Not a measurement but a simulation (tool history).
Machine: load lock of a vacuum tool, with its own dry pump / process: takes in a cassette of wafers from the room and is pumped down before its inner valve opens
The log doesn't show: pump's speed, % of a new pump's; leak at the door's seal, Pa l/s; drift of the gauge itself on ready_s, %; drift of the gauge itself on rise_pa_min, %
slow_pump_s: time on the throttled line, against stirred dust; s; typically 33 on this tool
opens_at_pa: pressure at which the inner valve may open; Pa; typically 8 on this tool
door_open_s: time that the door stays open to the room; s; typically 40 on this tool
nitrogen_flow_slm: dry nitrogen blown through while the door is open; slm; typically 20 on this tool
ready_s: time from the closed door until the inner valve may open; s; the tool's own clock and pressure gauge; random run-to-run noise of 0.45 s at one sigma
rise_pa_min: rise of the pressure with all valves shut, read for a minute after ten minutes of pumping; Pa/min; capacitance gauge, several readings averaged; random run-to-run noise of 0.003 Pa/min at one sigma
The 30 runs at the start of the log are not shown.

run,hour,slow_pump_s,opens_at_pa,door_open_s,nitrogen_flow_slm,hours that the pump has run since its overhaul,times that the door has closed on its seal,"incoming humidity of the room's air, %",ready_s,rise_pa_min
31,13930.6,33,8,97,5,3861,11444,46,55.4,0.087
32,14182.8,18,7,40,20,4113,12030,43.9,43,0.036
33,14726.3,34,15,175,5,4656,13293,48.1,53.7,0.133
34,15015.2,34,15,175,5,4945,13965,41.9,53.4,0.12
35,15566.7,34,15,175,19,5497,15247,46.5,54.2,0.095
36,16084.1,34,15,175,19,6014,16450,44.6,54.2,0.088
37,16589.9,56,8,205,20,6520,17626,44,75.2,0.095
38,16898.7,33,8,93,20,6829,18344,38.9,55,0.051

Predict each of these 3 candidate next runs independently; none follows another, all start after run 38:
A,17312,33,8,197,20,7242,19304,42.9,?,?
B,17312,19,15,40,20,7242,19304,44.9,?,?
C,17312,31,8,56,6,7242,19304,46.7,?,?

run,ready_s,rise_pa_min
A,55,0.097
B,40.9,0.041
C,53.8,0.058
Had the tool no hidden state, the same runs would have come out as:
run,ready_s,rise_pa_min
A,55,0.097
B,40.9,0.041
C,53.8,0.058
